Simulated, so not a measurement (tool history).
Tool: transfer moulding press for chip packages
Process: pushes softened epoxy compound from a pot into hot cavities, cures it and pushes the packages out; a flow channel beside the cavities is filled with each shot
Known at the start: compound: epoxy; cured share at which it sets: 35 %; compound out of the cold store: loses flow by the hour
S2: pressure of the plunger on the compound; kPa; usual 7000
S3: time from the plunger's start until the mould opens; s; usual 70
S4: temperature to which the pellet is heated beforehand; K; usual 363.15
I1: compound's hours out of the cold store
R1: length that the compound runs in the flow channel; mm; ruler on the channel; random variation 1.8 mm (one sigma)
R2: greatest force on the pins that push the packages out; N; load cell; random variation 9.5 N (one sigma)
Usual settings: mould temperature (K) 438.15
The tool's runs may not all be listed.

{"run": 1, "hour": 0.0, "mould temperature (K)": 438.15, "S2": 7000, "S3": 70, "S4": 363.15, "I1": 30, "R1": 575, "R2": 445}
{"run": 2, "hour": 15.5, "mould temperature (K)": 438.15, "S2": 7000, "S3": 70, "S4": 363.15, "I1": 33.1, "R1": 572, "R2": 529}
{"run": 3, "hour": 26.0, "mould temperature (K)": 438.15, "S2": 7000, "S3": 70, "S4": 363.15, "I1": 16.8, "R1": 604, "R2": 551}
{"run": 4, "hour": 38.6, "mould temperature (K)": 438.15, "S2": 7000, "S3": 70, "S4": 363.15, "I1": 28.5, "R1": 577, "R2": 562}
{"hour": 47.9, "done": "cavities cleaned with cleaning compound and waxed"}
{"run": 5, "hour": 49.0, "mould temperature (K)": 438.15, "S2": 7000, "S3": 70, "S4": 363.15, "I1": 37.6, "R1": 558, "R2": 424}
{"run": 6, "hour": 58.4, "mould temperature (K)": 438.15, "S2": 7000, "S3": 71, "S4": 363.15, "I1": 30.8, "R1": 572, "R2": 509}
{"run": 7, "hour": 74.1, "mould temperature (K)": 438.15, "S2": 7000, "S3": 71, "S4": 363.15, "I1": 12.3, "R1": 612, "R2": 562}
{"run": 8, "hour": 85.4, "mould temperature (K)": 438.15, "S2": 7000, "S3": 71, "S4": 363.15, "I1": 14.2, "R1": 609, "R2": 604}
{"hour": 99.1, "done": "cavities cleaned with cleaning compound and waxed"}
{"run": 9, "hour": 99.3, "mould temperature (K)": 438.15, "S2": 7000, "S3": 95, "S4": 363.15, "I1": 16.4, "R1": 601, "R2": 395}
{"run": 10, "hour": 113.7, "mould temperature (K)": 438.15, "S2": 7000, "S3": 70, "S4": 363.15, "I1": 37.2, "R1": 558, "R2": 501}
{"run": 11, "hour": 123.9, "mould temperature (K)": 438.15, "S2": 7000, "S3": 70, "S4": 363.15, "I1": 9.3, "R1": 617, "R2": 566}
{"hour": 126.8, "done": "mould's thermocouples calibrated"}
{"run": 12, "hour": 136.4, "mould temperature (K)": 438.15, "S2": 7000, "S3": 70, "S4": 363.15, "I1": 43.2, "R1": 540, "R2": 572}
{"hour": 151.4, "done": "cavities cleaned with cleaning compound and waxed"}
{"run": 13, "hour": 151.8, "mould temperature (K)": 446.15, "S2": 7230, "S3": 70, "S4": 359.15, "I1": 26.3, "R1": 571, "R2": 387}
{"run": 14, "hour": 164.3, "mould temperature (K)": 438.15, "S2": 5450, "S3": 68, "S4": 359.15, "I1": 40.6, "R1": 481, "R2": 491}
{"hour": 176.0, "done": "plunger's sealing rings changed"}
{"run": 15, "hour": 176.0, "mould temperature (K)": 430.15, "S2": 8690, "S3": 68, "S4": 358.15, "I1": 18.2, "R1": 709, "R2": 1028}
{"run": 16, "hour": 182.5, "mould temperature (K)": 430.15, "S2": 6740, "S3": 51, "S4": 359.15, "I1": 8.1, "R1": 653, "R2": 1935}
{"hour": 191.7, "done": "mould's thermocouples calibrated, once more"}
{"run": 17, "hour": 192.9, "mould temperature (K)": 430.15, "S2": 6740, "S3": 51, "S4": 360.15, "I1": 14.8, "R1": 634, "R2": 1962}
{"run": 18, "hour": 203.0, "mould temperature (K)": 430.15, "S2": 6740, "S3": 51, "S4": 360.15, "I1": 39, "R1": 576, "R2": 2030}
{"hour": 206.3, "done": "cavities cleaned with cleaning compound and waxed"}
{"run": 19, "hour": 212.5, "mould temperature (K)": 430.15, "S2": 8450, "S3": 56, "S4": 353.15, "I1": 8.7, "R1": 726, "R2": 1443}
{"run": 20, "hour": 222.9, "mould temperature (K)": 433.15, "S2": 7070, "S3": 76, "S4": 353.15, "I1": 12.2, "R1": 642, "R2": 610}
{"run": 21, "hour": 234.8, "mould temperature (K)": 433.15, "S2": 7070, "S3": 110, "S4": 364.15, "I1": 35.2, "R1": 590, "R2": 490}
{"run": 22, "hour": 245.6, "mould temperature (K)": 433.15, "S2": 7070, "S3": 110, "S4": 364.15, "I1": 42.1, "R1": 574, "R2": 544}
{"run": 23, "hour": 254.8, "mould temperature (K)": 433.15, "S2": 6070, "S3": 70, "S4": 363.15, "I1": 47.8, "R1": 520, "R2": 790}

4 ways to go on from here, each from the tool as it stands after run 23. What would each give?
{"hour": 257.6, "done": "cavities cleaned with cleaning compound and waxed"}
{"run": "A", "hour": 267.3, "mould temperature (K)": 431.15, "S2": 5830, "S3": 70, "S4": 363.15, "I1": 26.8, "R1": "?", "R2": "?"}
{"hour": 257.6, "done": "cavities cleaned with cleaning compound and waxed"}
{"run": "B", "hour": 267.3, "mould temperature (K)": 430.15, "S2": 7000, "S3": 69, "S4": 363.15, "I1": 26.9, "R1": "?", "R2": "?"}
{"hour": 257.6, "done": "cavities cleaned with cleaning compound and waxed"}
{"run": "C", "hour": 267.3, "mould temperature (K)": 445.15, "S2": 7000, "S3": 57, "S4": 363.15, "I1": 10.7, "R1": "?", "R2": "?"}
{"hour": 257.6, "done": "cavities cleaned with cleaning compound and waxed"}
{"run": "D", "hour": 267.3, "mould temperature (K)": 433.15, "S2": 8500, "S3": 56, "S4": 361.15, "I1": 16.9, "R1": "?", "R2": "?"}

run=A R1=556 R2=757
run=B R1=613 R2=815
run=C R1=612 R2=485
run=D R1=692 R2=1119
Without the tool's hidden state the same runs would have given:
run=A R1=561 R2=671
run=B R1=618 R2=721
run=C R1=617 R2=428
run=D R1=698 R2=991
